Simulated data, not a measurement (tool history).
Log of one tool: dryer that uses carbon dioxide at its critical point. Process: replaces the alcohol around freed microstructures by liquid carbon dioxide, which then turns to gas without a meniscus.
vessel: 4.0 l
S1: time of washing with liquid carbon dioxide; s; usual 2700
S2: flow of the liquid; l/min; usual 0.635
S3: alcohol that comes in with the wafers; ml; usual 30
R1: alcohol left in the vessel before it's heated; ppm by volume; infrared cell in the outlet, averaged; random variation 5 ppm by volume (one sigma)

Run 1, hour 0: usual settings. Result: R1 17 ppm by volume.
Run 2, hour 8: usual settings. Result: R1 19 ppm by volume.
Run 3, hour 14.7: usual settings but S3 116 ml. Result: R1 57 ppm by volume.
Run 4, hour 22.6: usual settings but S3 25 ml. Result: R1 26 ppm by volume.
Run 5, hour 29: usual settings but S3 25 ml. Result: R1 22 ppm by volume.
Run 6, hour 35.5: usual settings but S3 25 ml. Result: R1 21 ppm by volume.
Run 7, hour 43.7: usual settings but S2 0.78 l/min, S3 25 ml. Result: R1 20 ppm by volume.
Run 8, hour 51.5: usual settings but S2 0.78 l/min, S3 25 ml. Result: R1 8 ppm by volume.
Run 9, hour 61.2: usual settings but S1 4320 s, S2 0.49 l/min, S3 68 ml. Result: R1 16 ppm by volume.
Run 10, hour 67.1: usual settings but S1 2100 s, S2 0.405 l/min. Result: R1 325 ppm by volume.
Run 11, hour 73.1: usual settings but S1 2100 s, S2 0.405 l/min. Result: R1 337 ppm by volume.

5 ways to go on from here, each from the tool as it stands after run 11. What would each give?
Run A, hour 81.6: usual settings but S2 0.673 l/min. Result: R1 ?.
Run B, hour 81.6: usual settings but S2 0.89 l/min. Result: R1 ?.
Run C, hour 81.6: usual settings but S1 2820 s, S2 1.065 l/min, S3 75 ml. Result: R1 ?.
Run D, hour 81.6: usual settings but S1 2460 s, S2 0.821 l/min. Result: R1 ?.
Run E, hour 81.6: usual settings but S1 3960 s, S2 0.662 l/min. Result: R1 ?.

run  R1
  A  20
  B  12
  C  13
  D  18
  E  19
Without the tool's hidden state the same runs would have given:
run  R1
  A   8
  B   2
  C   3
  D   8
  E   9

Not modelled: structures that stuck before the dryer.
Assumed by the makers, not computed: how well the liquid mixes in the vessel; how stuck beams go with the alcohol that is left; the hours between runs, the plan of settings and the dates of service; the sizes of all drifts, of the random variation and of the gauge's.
